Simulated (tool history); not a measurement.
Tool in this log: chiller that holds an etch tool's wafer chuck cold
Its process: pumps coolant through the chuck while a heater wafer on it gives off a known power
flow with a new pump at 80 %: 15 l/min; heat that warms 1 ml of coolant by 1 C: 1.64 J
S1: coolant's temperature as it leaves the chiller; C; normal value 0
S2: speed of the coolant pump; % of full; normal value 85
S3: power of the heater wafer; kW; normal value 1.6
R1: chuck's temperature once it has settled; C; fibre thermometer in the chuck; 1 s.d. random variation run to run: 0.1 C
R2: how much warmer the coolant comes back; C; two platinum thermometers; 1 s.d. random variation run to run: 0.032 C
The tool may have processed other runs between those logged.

{"run": 1, "hour": 0.0, "S1": 0, "S2": 85, "S3": 1.6, "R1": 9.5, "R2": 3.7}
{"run": 2, "hour": 34.0, "S1": 0, "S2": 85, "S3": 1.6, "R1": 9.6, "R2": 3.75}
{"run": 3, "hour": 59.5, "S1": 0, "S2": 91, "S3": 1.6, "R1": 8.9, "R2": 3.44}
{"run": 4, "hour": 86.8, "S1": 0, "S2": 91, "S3": 1.6, "R1": 8.8, "R2": 3.42}
{"run": 5, "hour": 119.4, "S1": 0, "S2": 91, "S3": 1.6, "R1": 8.9, "R2": 3.43}
{"run": 6, "hour": 150.4, "S1": 0, "S2": 74, "S3": 1.6, "R1": 10.9, "R2": 4.38}
{"run": 7, "hour": 182.7, "S1": 0, "S2": 74, "S3": 1.149, "R1": 7.5, "R2": 3.16}
{"run": 8, "hour": 204.3, "S1": 0, "S2": 61, "S3": 1.149, "R1": 9.3, "R2": 3.88}
{"run": 9, "hour": 236.9, "S1": 0, "S2": 61, "S3": 1.149, "R1": 9.2, "R2": 3.93}
{"run": 10, "hour": 267.7, "S1": 0, "S2": 61, "S3": 1.149, "R1": 9.1, "R2": 3.89}
{"run": 11, "hour": 306.4, "S1": 0, "S2": 61, "S3": 1.149, "R1": 9.1, "R2": 3.92}
{"run": 12, "hour": 344.7, "S1": 0, "S2": 61, "S3": 1.149, "R1": 9.1, "R2": 3.86}
{"run": 13, "hour": 365.1, "S1": 0, "S2": 61, "S3": 1.149, "R1": 9.1, "R2": 3.92}
{"run": 14, "hour": 382.7, "S1": -5, "S2": 85, "S3": 1.6, "R1": 4.4, "R2": 3.81}
{"run": 15, "hour": 418.5, "S1": -5, "S2": 85, "S3": 1.6, "R1": 4.5, "R2": 3.74}
{"run": 16, "hour": 435.6, "S1": -5, "S2": 85, "S3": 1.6, "R1": 4.5, "R2": 3.78}
{"run": 17, "hour": 459.5, "S1": -8, "S2": 60, "S3": 0.951, "R1": -0.3, "R2": 3.36}
{"hour": 468.1, "done": "coolant pump overhauled"}
{"run": 18, "hour": 482.3, "S1": -8, "S2": 60, "S3": 0.951, "R1": -0.4, "R2": 3.38}
{"run": 19, "hour": 512.4, "S1": -8, "S2": 86, "S3": 1.943, "R1": 3.5, "R2": 4.56}
{"run": 20, "hour": 537.0, "S1": -8, "S2": 86, "S3": 1.943, "R1": 3.8, "R2": 4.56}
{"run": 21, "hour": 561.1, "S1": -8, "S2": 86, "S3": 1.943, "R1": 3.6, "R2": 4.63}
{"run": 22, "hour": 587.3, "S1": -8, "S2": 92, "S3": 1.943, "R1": 2.9, "R2": 4.22}
{"hour": 606.2, "done": "coolant pump overhauled, once more"}
{"hour": 616.2, "done": "chiller's thermometer calibrated"}
{"run": 23, "hour": 627.0, "S1": -8, "S2": 92, "S3": 1.943, "R1": 3, "R2": 4.07}
{"run": 24, "hour": 650.5, "S1": -9, "S2": 65, "S3": 2.068, "R1": 7, "R2": 6.39}
{"run": 25, "hour": 680.7, "S1": -9, "S2": 67, "S3": 1.349, "R1": 1, "R2": 4}

The next listed run, before its measurement:
{"run": 26, "hour": 703.2, "S1": -5, "S2": 88, "S3": 1.097, "R1": "?", "R2": "?"}

Run 26 yielded R1 1.3 C, R2 2.34 C.
Were there no unlogged condition in the tool, this run, its random variation unchanged, would have produced R1 1.1 C, R2 2.34 C.

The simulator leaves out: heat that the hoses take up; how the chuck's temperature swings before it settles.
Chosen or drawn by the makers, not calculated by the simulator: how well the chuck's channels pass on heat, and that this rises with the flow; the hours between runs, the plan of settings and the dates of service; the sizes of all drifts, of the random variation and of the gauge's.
